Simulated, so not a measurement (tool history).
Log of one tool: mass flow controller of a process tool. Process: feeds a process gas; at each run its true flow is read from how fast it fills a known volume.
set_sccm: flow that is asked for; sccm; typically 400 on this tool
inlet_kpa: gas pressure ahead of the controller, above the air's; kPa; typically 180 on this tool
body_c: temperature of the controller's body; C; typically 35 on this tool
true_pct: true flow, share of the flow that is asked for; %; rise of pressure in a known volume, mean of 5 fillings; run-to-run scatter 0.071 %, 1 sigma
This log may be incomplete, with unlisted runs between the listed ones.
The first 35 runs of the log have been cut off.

run	hour	set_sccm	inlet_kpa	body_c	hours of work since the controller was set to zero	hours of work since the controller was changed	true_pct
36	3942.7	400	169	35	3016	3016	100.01
37	4107.6	400	169	35	3130	3130	99.95
38	4259.4	204	279	39	3234	3234	100.36
39	4350.3	400	188	36	3297	3297	100.15
40	4453.8	357	184	33	3368	3368	99.95
41	4599.9	400	251	35	3469	3469	100.16
42	4723.9	270	165	35	3554	3554	99.93
43	4877.2	287	180	35	3660	3660	100.02
44	4962.8	400	246	24	3719	3719	99.71
45	5122	400	246	24	3829	3829	99.82
46	5268.6	400	246	24	3930	3930	99.86
47	5403.8	284	246	24	4023	4023	99.67
48	5487.3	284	246	24	4081	4081	99.8

What if the next run were any one of these 3? Each begins from the tool's condition after run 48:
A	5606.9	284	142	21	4163	4163	?
B	5606.9	196	159	24	4163	4163	?
C	5606.9	400	180	35	4163	4163	?

run	true_pct
A	99.41
B	99.67
C	100.03
Without the tool's hidden state the same runs would have given:
run	true_pct
A	99.4
B	99.65
C	100.04
